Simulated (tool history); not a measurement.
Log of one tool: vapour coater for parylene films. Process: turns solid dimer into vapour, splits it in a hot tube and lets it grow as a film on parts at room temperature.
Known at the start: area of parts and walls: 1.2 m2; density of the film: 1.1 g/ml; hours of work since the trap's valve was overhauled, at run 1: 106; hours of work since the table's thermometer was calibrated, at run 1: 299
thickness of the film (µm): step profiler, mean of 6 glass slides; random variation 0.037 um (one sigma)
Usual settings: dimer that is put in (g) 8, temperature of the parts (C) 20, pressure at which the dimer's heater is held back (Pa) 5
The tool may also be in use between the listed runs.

run,day,dimer that is put in (g),temperature of the parts (C),pressure at which the dimer's heater is held back (Pa),hours of work since the trap's valve was overhauled,hours of work since the table's thermometer was calibrated,thickness of the film (µm)
1,0,8,20,5,106,299,3.69
2,2.479,8,20,2.33,133,326,3.83
3,4.658,8,20,5,157,350,3.62
4,6.646,8,20,5,179,372,3.67
5,9.571,8,20,5,211,404,3.61
6,11.792,8,20,5,235,428,3.65
7,13.079,4,20,5,250,442,1.77
8,14.358,4,20,5,263,456,1.79
9,17.054,4,20,5,293,486,1.75
10,19.179,4,20,5,316,509,1.77
11,20.7,4,20,5,333,526,1.72
12,22.629,8,20,11.87,354,547,3.31
13,24.154,8,20,11.87,371,564,3.24
14,26.9,8,20,11.87,401,594,3.2
15,29.642,9,20,11.87,431,624,3.59
16,32.479,8,20,4.78,462,655,3.39
17,34.771,4,20,2.14,487,680,1.73

Run 18 comes next. What will it give?
# day 34.942: table's thermometer calibrated
# day 37.138: trap's valve overhauled
18,37.292,4,20,2.14,2,24,?

{"run 18": {"thickness of the film (µm)": 1.95}}
Without the tool's hidden state the same run would have given thickness of the film (µm) 2.03.
